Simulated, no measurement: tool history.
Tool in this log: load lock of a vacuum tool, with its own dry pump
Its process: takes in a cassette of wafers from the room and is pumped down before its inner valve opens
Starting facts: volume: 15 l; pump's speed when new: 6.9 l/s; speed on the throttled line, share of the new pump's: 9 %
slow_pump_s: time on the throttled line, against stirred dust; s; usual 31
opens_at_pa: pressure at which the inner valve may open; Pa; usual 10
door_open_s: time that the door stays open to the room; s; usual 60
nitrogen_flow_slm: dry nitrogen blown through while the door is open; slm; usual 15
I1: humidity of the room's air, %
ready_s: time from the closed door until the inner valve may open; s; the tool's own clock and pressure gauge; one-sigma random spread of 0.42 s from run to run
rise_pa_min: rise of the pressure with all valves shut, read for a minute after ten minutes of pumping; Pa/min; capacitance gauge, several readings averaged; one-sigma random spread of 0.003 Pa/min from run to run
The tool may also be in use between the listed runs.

run 1 hour=0.0 | slow_pump_s=31 opens_at_pa=10 door_open_s=60 nitrogen_flow_slm=15 | I1=46.8 | ready_s=52.8 rise_pa_min=0.103
run 2 hour=161.6 | slow_pump_s=31 opens_at_pa=10 door_open_s=60 nitrogen_flow_slm=15 | I1=43.5 | ready_s=52.1 rise_pa_min=0.105
run 3 hour=290.4 | slow_pump_s=31 opens_at_pa=8 door_open_s=60 nitrogen_flow_slm=15 | I1=47.7 | ready_s=54.1 rise_pa_min=0.109
run 4 hour=385.2 | slow_pump_s=31 opens_at_pa=8 door_open_s=60 nitrogen_flow_slm=15 | I1=43.6 | ready_s=52.6 rise_pa_min=0.106
run 5 hour=561.9 | slow_pump_s=31 opens_at_pa=9 door_open_s=60 nitrogen_flow_slm=15 | I1=45.3 | ready_s=52.8 rise_pa_min=0.120
run 6 hour=706.2 | slow_pump_s=31 opens_at_pa=9 door_open_s=60 nitrogen_flow_slm=15 | I1=47.7 | ready_s=52.4 rise_pa_min=0.120
run 7 hour=906.2 | slow_pump_s=33 opens_at_pa=10 door_open_s=60 nitrogen_flow_slm=15 | I1=46.4 | ready_s=54.9 rise_pa_min=0.121
run 8 hour=1098.6 | slow_pump_s=31 opens_at_pa=10 door_open_s=60 nitrogen_flow_slm=15 | I1=43.2 | ready_s=53.2 rise_pa_min=0.124
run 9 hour=1264.2 | slow_pump_s=31 opens_at_pa=10 door_open_s=60 nitrogen_flow_slm=15 | I1=42.9 | ready_s=52.8 rise_pa_min=0.127
run 10 hour=1401.8 | slow_pump_s=31 opens_at_pa=10 door_open_s=60 nitrogen_flow_slm=15 | I1=47.0 | ready_s=52.5 rise_pa_min=0.131

Run 11 has not been measured yet. What should we expect?
run 11 hour=1597.8 | slow_pump_s=41 opens_at_pa=10 door_open_s=60 nitrogen_flow_slm=15 | I1=43.6 | ready_s=? rise_pa_min=?

{"run 11": {"ready_s": 61.6, "rise_pa_min": 0.129}}
With the hidden condition absent and the run-to-run variation left alone, this run would have shown ready_s 57.2 s, rise_pa_min 0.033 Pa/min.

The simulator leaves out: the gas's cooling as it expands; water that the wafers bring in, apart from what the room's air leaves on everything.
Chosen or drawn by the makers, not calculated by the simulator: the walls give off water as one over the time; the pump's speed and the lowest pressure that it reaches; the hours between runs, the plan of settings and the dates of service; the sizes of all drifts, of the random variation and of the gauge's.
